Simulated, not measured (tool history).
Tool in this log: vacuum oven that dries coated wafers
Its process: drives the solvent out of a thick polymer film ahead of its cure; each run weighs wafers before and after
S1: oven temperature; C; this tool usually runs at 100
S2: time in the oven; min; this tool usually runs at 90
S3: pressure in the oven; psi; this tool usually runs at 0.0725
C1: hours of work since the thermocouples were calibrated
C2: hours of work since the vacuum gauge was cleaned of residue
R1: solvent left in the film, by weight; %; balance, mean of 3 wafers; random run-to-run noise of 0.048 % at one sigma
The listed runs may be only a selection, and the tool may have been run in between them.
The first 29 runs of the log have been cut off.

run 30 hour=581.0 | S1=89 S2=60 S3=0.1881 | C1=273 C2=80 | R1=5.39
run 31 hour=596.9 | S1=100 S2=60 S3=0.0725 | C1=285 C2=92 | R1=2.02
run 32 hour=619.0 | S1=100 S2=60 S3=0.0725 | C1=301 C2=108 | R1=2.05
run 33 hour=631.8 | S1=90 S2=110 S3=0.0809 | C1=311 C2=118 | R1=2.17
run 34 hour=649.9 | S1=100 S2=90 S3=0.1485 | C1=324 C2=132 | R1=1.03
run 35 hour=662.7 | S1=100 S2=49 S3=0.1485 | C1=334 C2=141 | R1=2.98
run 36 hour=675.6 | S1=108 S2=90 S3=0.0725 | C1=344 C2=151 | R1=0.26
run 37 hour=695.8 | S1=108 S2=90 S3=0.0725 | C1=359 C2=166 | R1=0.32
run 38 hour=723.8 | S1=87 S2=60 S3=0.0725 | C1=380 C2=187 | R1=5.94
run 39 hour=744.5 | S1=87 S2=60 S3=0.0725 | C1=395 C2=202 | R1=5.73
run 40 hour=756.5 | S1=112 S2=90 S3=0.0512 | C1=404 C2=211 | R1=0.20
run 41 hour=775.7 | S1=112 S2=90 S3=0.0512 | C1=418 C2=225 | R1=0.16
run 42 hour=789.6 | S1=100 S2=90 S3=0.1920 | C1=429 C2=236 | R1=1.11
run 43 hour=815.9 | S1=113 S2=90 S3=0.0725 | C1=448 C2=255 | R1=0.14
run 44 hour=837.6 | S1=113 S2=70 S3=0.0725 | C1=464 C2=271 | R1=0.19
run 45 hour=853.7 | S1=113 S2=70 S3=0.0725 | C1=476 C2=283 | R1=0.38
run 46 hour=870.3 | S1=113 S2=70 S3=0.0725 | C1=489 C2=296 | R1=0.19
run 47 hour=889.5 | S1=94 S2=109 S3=0.0725 | C1=503 C2=310 | R1=1.42

Each row is a separate what-if for the run after 47, all from the same tool condition, not one after another. Results?
run A hour=904.4 | S1=93 S2=49 S3=0.0725 | C1=514 C2=321 | R1=?
run B hour=904.4 | S1=100 S2=90 S3=0.2431 | C1=514 C2=321 | R1=?
run C hour=904.4 | S1=100 S2=158 S3=0.0725 | C1=514 C2=321 | R1=?
run D hour=904.4 | S1=98 S2=90 S3=0.0725 | C1=514 C2=321 | R1=?

run=A R1=5.12
run=B R1=1.29
run=C R1=0.28
run=D R1=1.26
Take away the tool's hidden state, keep each run's random variation, and the runs would have read:
run=A R1=4.78
run=B R1=1.12
run=C R1=0.22
run=D R1=1.07

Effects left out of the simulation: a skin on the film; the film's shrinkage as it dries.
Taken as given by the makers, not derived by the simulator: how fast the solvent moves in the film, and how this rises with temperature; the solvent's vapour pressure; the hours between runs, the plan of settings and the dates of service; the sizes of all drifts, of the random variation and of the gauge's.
